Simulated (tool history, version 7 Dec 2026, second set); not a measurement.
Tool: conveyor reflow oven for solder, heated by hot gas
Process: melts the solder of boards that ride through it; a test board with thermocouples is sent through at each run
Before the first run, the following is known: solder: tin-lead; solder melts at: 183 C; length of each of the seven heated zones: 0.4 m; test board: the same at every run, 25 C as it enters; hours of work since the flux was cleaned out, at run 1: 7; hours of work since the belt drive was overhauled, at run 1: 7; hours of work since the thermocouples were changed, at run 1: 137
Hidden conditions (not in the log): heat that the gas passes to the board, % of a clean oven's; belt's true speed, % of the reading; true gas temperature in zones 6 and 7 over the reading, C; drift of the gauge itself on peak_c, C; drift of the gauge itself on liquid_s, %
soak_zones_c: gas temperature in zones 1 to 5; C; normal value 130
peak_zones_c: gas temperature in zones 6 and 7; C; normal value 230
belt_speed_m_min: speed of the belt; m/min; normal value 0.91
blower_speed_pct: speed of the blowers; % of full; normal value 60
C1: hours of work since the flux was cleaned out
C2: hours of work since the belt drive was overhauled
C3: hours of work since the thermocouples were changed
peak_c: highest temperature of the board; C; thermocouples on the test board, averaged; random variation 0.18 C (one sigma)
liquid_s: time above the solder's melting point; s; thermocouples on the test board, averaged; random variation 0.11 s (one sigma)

{"run": 1, "day": 0.0, "soak_zones_c": 130, "peak_zones_c": 230, "belt_speed_m_min": 0.91, "blower_speed_pct": 60, "C1": 7, "C2": 7, "C3": 137, "peak_c": 209.9, "liquid_s": 32.7}
{"run": 2, "day": 0.888, "soak_zones_c": 130, "peak_zones_c": 230, "belt_speed_m_min": 0.91, "blower_speed_pct": 60, "C1": 23, "C2": 23, "C3": 154, "peak_c": 209.8, "liquid_s": 32.7}
{"run": 3, "day": 2.062, "soak_zones_c": 130, "peak_zones_c": 230, "belt_speed_m_min": 0.91, "blower_speed_pct": 60, "C1": 46, "C2": 46, "C3": 176, "peak_c": 209.7, "liquid_s": 32.7}
{"run": 4, "day": 2.662, "soak_zones_c": 130, "peak_zones_c": 230, "belt_speed_m_min": 0.91, "blower_speed_pct": 60, "C1": 57, "C2": 57, "C3": 188, "peak_c": 209.8, "liquid_s": 32.6}
{"run": 5, "day": 3.708, "soak_zones_c": 130, "peak_zones_c": 230, "belt_speed_m_min": 0.91, "blower_speed_pct": 60, "C1": 77, "C2": 77, "C3": 207, "peak_c": 209.6, "liquid_s": 32.5}
{"run": 6, "day": 4.962, "soak_zones_c": 134, "peak_zones_c": 230, "belt_speed_m_min": 0.91, "blower_speed_pct": 60, "C1": 100, "C2": 100, "C3": 231, "peak_c": 210.7, "liquid_s": 33.9}
{"run": 7, "day": 6.121, "soak_zones_c": 130, "peak_zones_c": 230, "belt_speed_m_min": 0.933, "blower_speed_pct": 60, "C1": 122, "C2": 122, "C3": 253, "peak_c": 208.9, "liquid_s": 31}
{"run": 8, "day": 6.762, "soak_zones_c": 120, "peak_zones_c": 230, "belt_speed_m_min": 0.91, "blower_speed_pct": 60, "C1": 134, "C2": 134, "C3": 265, "peak_c": 208.1, "liquid_s": 29.1}
{"run": 9, "day": 7.871, "soak_zones_c": 120, "peak_zones_c": 230, "belt_speed_m_min": 0.91, "blower_speed_pct": 60, "C1": 155, "C2": 155, "C3": 286, "peak_c": 207.6, "liquid_s": 29.1}
{"run": 10, "day": 8.962, "soak_zones_c": 120, "peak_zones_c": 230, "belt_speed_m_min": 0.91, "blower_speed_pct": 60, "C1": 176, "C2": 176, "C3": 307, "peak_c": 207.6, "liquid_s": 29.1}
{"run": 11, "day": 9.529, "soak_zones_c": 130, "peak_zones_c": 232, "belt_speed_m_min": 0.91, "blower_speed_pct": 60, "C1": 187, "C2": 187, "C3": 317, "peak_c": 210.8, "liquid_s": 33.5}
{"day": 9.871, "done": "flux residue cleaned out of gas plates and filters"}
{"run": 12, "day": 10.958, "soak_zones_c": 130, "peak_zones_c": 232, "belt_speed_m_min": 0.91, "blower_speed_pct": 60, "C1": 21, "C2": 210, "C3": 340, "peak_c": 211.5, "liquid_s": 33.7}
{"run": 13, "day": 11.8, "soak_zones_c": 130, "peak_zones_c": 230, "belt_speed_m_min": 0.91, "blower_speed_pct": 78, "C1": 36, "C2": 226, "C3": 356, "peak_c": 215.7, "liquid_s": 37.4}
{"run": 14, "day": 12.425, "soak_zones_c": 130, "peak_zones_c": 230, "belt_speed_m_min": 0.91, "blower_speed_pct": 78, "C1": 48, "C2": 237, "C3": 368, "peak_c": 215.6, "liquid_s": 37.3}
{"run": 15, "day": 13.408, "soak_zones_c": 130, "peak_zones_c": 230, "belt_speed_m_min": 0.91, "blower_speed_pct": 78, "C1": 67, "C2": 256, "C3": 387, "peak_c": 215.8, "liquid_s": 37.2}
{"run": 16, "day": 14.354, "soak_zones_c": 139, "peak_zones_c": 230, "belt_speed_m_min": 0.91, "blower_speed_pct": 78, "C1": 85, "C2": 274, "C3": 404, "peak_c": 217, "liquid_s": 40}
{"run": 17, "day": 14.971, "soak_zones_c": 139, "peak_zones_c": 230, "belt_speed_m_min": 0.91, "blower_speed_pct": 78, "C1": 96, "C2": 286, "C3": 416, "peak_c": 216.9, "liquid_s": 40.1}
{"run": 18, "day": 15.929, "soak_zones_c": 126, "peak_zones_c": 230, "belt_speed_m_min": 0.91, "blower_speed_pct": 80, "C1": 114, "C2": 304, "C3": 434, "peak_c": 215.1, "liquid_s": 36.6}
{"run": 19, "day": 16.488, "soak_zones_c": 126, "peak_zones_c": 230, "belt_speed_m_min": 0.91, "blower_speed_pct": 80, "C1": 125, "C2": 314, "C3": 445, "peak_c": 215.8, "liquid_s": 36.5}
{"run": 20, "day": 17.008, "soak_zones_c": 143, "peak_zones_c": 231, "belt_speed_m_min": 0.91, "blower_speed_pct": 60, "C1": 135, "C2": 324, "C3": 455, "peak_c": 213.3, "liquid_s": 38.1}
{"run": 21, "day": 18.283, "soak_zones_c": 133, "peak_zones_c": 231, "belt_speed_m_min": 0.91, "blower_speed_pct": 60, "C1": 159, "C2": 348, "C3": 479, "peak_c": 210.8, "liquid_s": 34.2}
{"run": 22, "day": 19.283, "soak_zones_c": 143, "peak_zones_c": 220, "belt_speed_m_min": 0.864, "blower_speed_pct": 84, "C1": 178, "C2": 367, "C3": 498, "peak_c": 210.9, "liquid_s": 40.7}
{"day": 20.175, "done": "flux residue cleaned out of gas plates and filters"}
{"run": 23, "day": 20.683, "soak_zones_c": 130, "peak_zones_c": 239, "belt_speed_m_min": 1.014, "blower_speed_pct": 60, "C1": 10, "C2": 389, "C3": 520, "peak_c": 213.3, "liquid_s": 30.5}
{"run": 24, "day": 21.929, "soak_zones_c": 126, "peak_zones_c": 230, "belt_speed_m_min": 0.864, "blower_speed_pct": 60, "C1": 33, "C2": 413, "C3": 544, "peak_c": 210.3, "liquid_s": 34.6}
{"run": 25, "day": 22.621, "soak_zones_c": 126, "peak_zones_c": 230, "belt_speed_m_min": 0.864, "blower_speed_pct": 60, "C1": 46, "C2": 426, "C3": 557, "peak_c": 210.6, "liquid_s": 34.3}
{"run": 26, "day": 23.788, "soak_zones_c": 126, "peak_zones_c": 230, "belt_speed_m_min": 0.864, "blower_speed_pct": 60, "C1": 68, "C2": 448, "C3": 579, "peak_c": 210.8, "liquid_s": 34.4}
{"run": 27, "day": 24.308, "soak_zones_c": 117, "peak_zones_c": 230, "belt_speed_m_min": 0.801, "blower_speed_pct": 60, "C1": 78, "C2": 458, "C3": 589, "peak_c": 211.6, "liquid_s": 36.5}
{"run": 28, "day": 25.238, "soak_zones_c": 129, "peak_zones_c": 230, "belt_speed_m_min": 0.99, "blower_speed_pct": 60, "C1": 96, "C2": 475, "C3": 606, "peak_c": 206.1, "liquid_s": 27}
{"run": 29, "day": 26.1, "soak_zones_c": 129, "peak_zones_c": 230, "belt_speed_m_min": 0.99, "blower_speed_pct": 60, "C1": 112, "C2": 492, "C3": 622, "peak_c": 206.1, "liquid_s": 26.9}
{"run": 30, "day": 26.825, "soak_zones_c": 139, "peak_zones_c": 230, "belt_speed_m_min": 0.91, "blower_speed_pct": 60, "C1": 126, "C2": 505, "C3": 636, "peak_c": 211.7, "liquid_s": 35.9}

5 options for the next run, each taken on its own from the tool as it stands now. Forecast them:
{"run": "A", "day": 27.796, "soak_zones_c": 121, "peak_zones_c": 230, "belt_speed_m_min": 0.91, "blower_speed_pct": 56, "C1": 144, "C2": 524, "C3": 654, "peak_c": "?", "liquid_s": "?"}
{"run": "B", "day": 27.796, "soak_zones_c": 123, "peak_zones_c": 230, "belt_speed_m_min": 0.95, "blower_speed_pct": 64, "C1": 144, "C2": 524, "C3": 654, "peak_c": "?", "liquid_s": "?"}
{"run": "C", "day": 27.796, "soak_zones_c": 129, "peak_zones_c": 230, "belt_speed_m_min": 0.792, "blower_speed_pct": 69, "C1": 144, "C2": 524, "C3": 654, "peak_c": "?", "liquid_s": "?"}
{"run": "D", "day": 27.796, "soak_zones_c": 135, "peak_zones_c": 239, "belt_speed_m_min": 0.91, "blower_speed_pct": 58, "C1": 144, "C2": 524, "C3": 654, "peak_c": "?", "liquid_s": "?"}
{"run": "E", "day": 27.796, "soak_zones_c": 130, "peak_zones_c": 238, "belt_speed_m_min": 0.91, "blower_speed_pct": 60, "C1": 144, "C2": 524, "C3": 654, "peak_c": "?", "liquid_s": "?"}

run=A peak_c=205.9 liquid_s=27.7
run=B peak_c=208.2 liquid_s=29
run=C peak_c=217 liquid_s=43.9
run=D peak_c=217.5 liquid_s=38.3
run=E peak_c=216.2 liquid_s=36.7
The same runs, with their run-to-run variation unchanged, on a tool lacking any hidden condition would have given:
run=A peak_c=206 liquid_s=27.8
run=B peak_c=208.3 liquid_s=29.1
run=C peak_c=217.1 liquid_s=44
run=D peak_c=217.6 liquid_s=38.3
run=E peak_c=216.4 liquid_s=36.7
